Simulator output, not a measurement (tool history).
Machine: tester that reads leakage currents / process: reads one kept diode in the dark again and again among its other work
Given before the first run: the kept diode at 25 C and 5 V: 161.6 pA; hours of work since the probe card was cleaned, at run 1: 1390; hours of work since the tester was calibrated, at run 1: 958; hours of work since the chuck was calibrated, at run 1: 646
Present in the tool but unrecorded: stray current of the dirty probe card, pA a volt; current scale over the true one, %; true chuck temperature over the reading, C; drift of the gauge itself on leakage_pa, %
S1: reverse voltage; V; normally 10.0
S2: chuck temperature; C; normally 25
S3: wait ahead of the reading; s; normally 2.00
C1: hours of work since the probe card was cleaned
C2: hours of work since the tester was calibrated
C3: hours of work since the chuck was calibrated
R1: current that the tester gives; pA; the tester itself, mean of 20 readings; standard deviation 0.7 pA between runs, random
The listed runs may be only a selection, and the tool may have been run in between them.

| run | hour | S1 | S2 | S3 | C1 | C2 | C3 | R1 |
|---|---|---|---|---|---|---|---|---|
| 1 | 0.0 | 10.0 | 25 | 2.00 | 1390 | 958 | 646 | 217.61 |
| 2 | 19.0 | 10.0 | 25 | 2.00 | 1402 | 971 | 659 | 216.28 |
| 3 | 55.3 | 10.0 | 25 | 2.00 | 1427 | 995 | 683 | 215.32 |
| 4 | 86.7 | 10.0 | 25 | 2.00 | 1448 | 1016 | 704 | 214.34 |
| 5 | 110.3 | 19.1 | 25 | 2.00 | 1464 | 1032 | 720 | 304.09 |
| 6 | 140.6 | 10.0 | 25 | 2.85 | 1484 | 1053 | 741 | 213.20 |
| 7 | 175.6 | 10.0 | 53 | 2.00 | 1508 | 1076 | 764 | 1384.71 |
| 8 | 212.4 | 10.0 | 25 | 2.00 | 1533 | 1101 | 789 | 212.45 |
| 9 | 241.5 | 14.2 | 25 | 2.00 | 1552 | 1120 | 808 | 255.48 |
| 10 | 260.1 | 3.4 | 25 | 2.00 | 1565 | 1133 | 821 | 119.68 |
| 11 | 276.2 | 3.4 | 25 | 2.00 | 1576 | 1144 | 832 | 118.63 |
| 12 | 312.3 | 3.4 | 25 | 2.00 | 1600 | 1168 | 856 | 117.91 |
| 13 | 345.0 | 10.0 | 20 | 2.00 | 1622 | 1190 | 878 | 146.05 |
| 14 | 366.3 | 10.0 | 35 | 2.00 | 1636 | 1205 | 893 | 419.15 |
| 15 | 389.8 | 10.0 | 25 | 2.00 | 1652 | 1220 | 908 | 208.06 |
| 16 | 423.0 | 2.2 | 25 | 2.00 | 1674 | 1243 | 931 | 92.61 |
| 17 | 453.4 | 2.2 | 25 | 2.00 | 1695 | 1263 | 951 | 92.55 |
| 18 | 472.1 | 7.0 | 25 | 2.00 | 1707 | 1276 | 964 | 170.76 |
| 19 | 498.7 | 7.0 | 25 | 2.00 | 1725 | 1294 | 982 | 169.74 |
| 20 | 523.0 | 7.0 | 25 | 2.00 | 1742 | 1310 | 998 | 169.63 |
| 21 | 558.8 | 1.6 | 25 | 4.82 | 1766 | 1334 | 1022 | 77.28 |
|  | 567.9 | chuck's temperature calibrated |
| 22 | 592.7 | 1.6 | 25 | 4.82 | 1787 | 1356 | 17 | 91.44 |
| 23 | 620.5 | 5.1 | 25 | 2.00 | 1806 | 1374 | 35 | 168.52 |
| 24 | 639.7 | 5.1 | 41 | 2.00 | 1819 | 1387 | 48 | 506.39 |
| 25 | 676.5 | 5.1 | 41 | 2.00 | 1844 | 1412 | 73 | 503.63 |
|  | 680.3 | tester calibrated |
| 26 | 702.8 | 7.4 | 38 | 2.00 | 1860 | 15 | 89 | 500.68 |
| 27 | 732.6 | 10.0 | 49 | 2.08 | 1880 | 35 | 110 | 1195.99 |
| 28 | 761.0 | 10.0 | 49 | 2.08 | 1899 | 54 | 129 | 1189.15 |
| 29 | 787.8 | 1.9 | 54 | 0.33 | 1917 | 72 | 147 | 683.71 |
|  | 820.4 | tester calibrated, once more |
| 30 | 820.4 | 9.0 | 24 | 4.72 | 1938 | 0 | 167 | 206.11 |
| 31 | 843.7 | 6.6 | 24 | 0.42 | 1954 | 16 | 183 | 178.06 |
| 32 | 875.7 | 1.1 | 35 | 6.56 | 1975 | 37 | 205 | 146.80 |
| 33 | 911.8 | 2.6 | 49 | 0.67 | 1999 | 62 | 229 | 576.22 |
| 34 | 932.4 | 10.0 | 55 | 6.58 | 2013 | 75 | 243 | 1689.52 |
| 35 | 947.7 | 2.0 | 25 | 0.46 | 2024 | 86 | 253 | 99.78 |
| 36 | 972.0 | 1.2 | 48 | 2.01 | 2040 | 102 | 269 | 359.92 |
| 37 | 1007.1 | 10.0 | 56 | 1.43 | 2064 | 126 | 293 | 1770.22 |
| 38 | 1023.9 | 4.3 | 20 | 2.00 | 2075 | 137 | 304 | 102.31 |
| 39 | 1055.5 | 4.3 | 20 | 2.00 | 2096 | 158 | 326 | 101.66 |

Take each entry between the runs: how does the hidden state at the last listed run before it differ from the hidden state at the first listed run after it?
Between runs 21 and 22: chuck's temperature calibrated (hour 567.9)
  stray current of the dirty probe card, pA a volt: 0.979 -> 0.991; current scale over the true one, %: 0.84 -> 0.85; true chuck temperature over the reading, C: -2.44 -> -0.13
  measured minus no-state result, R1: -12.79 -> +1.47 pA
Between runs 25 and 26: tester calibrated (hour 680.3)
  stray current of the dirty probe card, pA a volt: 1.022 -> 1.031; current scale over the true one, %: 0.88 -> 1.05; true chuck temperature over the reading, C: -0.27 -> -0.31
  measured minus no-state result, R1: +0.46 -> +2.24 pA
Between runs 29 and 30: tester calibrated, once more (hour 820.4)
  stray current of the dirty probe card, pA a volt: 1.064 -> 1.075; current scale over the true one, %: 1.08 -> 0.19; true chuck temperature over the reading, C: -0.45 -> -0.5
  measured minus no-state result, R1: -9.52 -> +2.48 pA

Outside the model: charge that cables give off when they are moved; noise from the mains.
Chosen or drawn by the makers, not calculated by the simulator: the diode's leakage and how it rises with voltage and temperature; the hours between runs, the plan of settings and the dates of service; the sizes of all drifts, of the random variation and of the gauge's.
